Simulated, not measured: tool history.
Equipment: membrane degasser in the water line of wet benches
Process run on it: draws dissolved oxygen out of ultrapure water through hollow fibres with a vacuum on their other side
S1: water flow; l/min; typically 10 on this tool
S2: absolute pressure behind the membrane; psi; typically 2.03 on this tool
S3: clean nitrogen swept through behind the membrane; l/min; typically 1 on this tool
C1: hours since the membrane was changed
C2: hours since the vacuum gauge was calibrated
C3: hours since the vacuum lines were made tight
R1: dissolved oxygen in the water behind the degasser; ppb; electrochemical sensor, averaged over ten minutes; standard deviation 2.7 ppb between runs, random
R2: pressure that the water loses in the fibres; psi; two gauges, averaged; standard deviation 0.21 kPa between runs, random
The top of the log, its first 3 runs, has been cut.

run,hour,S1,S2,S3,C1,C2,C3,R1,R2
4,546.1,10,1.89,1,1249,5178,6992,259.0,7.175
5,658.1,10,1.89,1,1361,5290,7104,261.4,7.219
6,783.9,10,1.70,1,1486,5416,7230,232.9,7.156
7,925.7,10,2.03,1,1628,5558,7371,286.8,7.129
8,1030.3,10,1.86,1,1733,5662,7476,259.9,7.108
9,1229.3,10,1.86,1,1932,5861,7675,259.6,7.114
# hour 1295.6: vacuum gauge calibrated
# hour 1442.0: seals of the vacuum lines changed
10,1447.0,10,3.87,1,2147,149,5,558.2,7.237
11,1595.5,10,2.03,1,2295,298,153,284.9,7.126
12,1793.4,10,2.03,1,2493,496,351,278.0,7.169
13,1944.6,10,2.03,1,2645,647,503,288.9,7.139
14,2052.5,10,2.03,1,2753,755,610,285.9,7.204
15,2163.9,10,2.03,1,2864,866,722,283.3,7.255
16,2286.3,10,2.03,1,2986,989,844,280.8,7.211
# hour 2350.6: vacuum gauge calibrated, once more
17,2383.2,10,2.03,1,3083,33,941,269.7,7.187
18,2579.0,10,2.03,1,3278,228,1136,272.2,7.187
19,2675.1,10,2.03,1,3375,324,1233,275.1,7.204

Predict the results of run 20:
20,2834.2,14,2.28,1,3534,484,1392,?,?

{"run 20": {"R1": 448.0, "R2": 10.084}}
Without the tool's hidden state the same run would have given R1 441.2 ppb, R2 9.954 psi.

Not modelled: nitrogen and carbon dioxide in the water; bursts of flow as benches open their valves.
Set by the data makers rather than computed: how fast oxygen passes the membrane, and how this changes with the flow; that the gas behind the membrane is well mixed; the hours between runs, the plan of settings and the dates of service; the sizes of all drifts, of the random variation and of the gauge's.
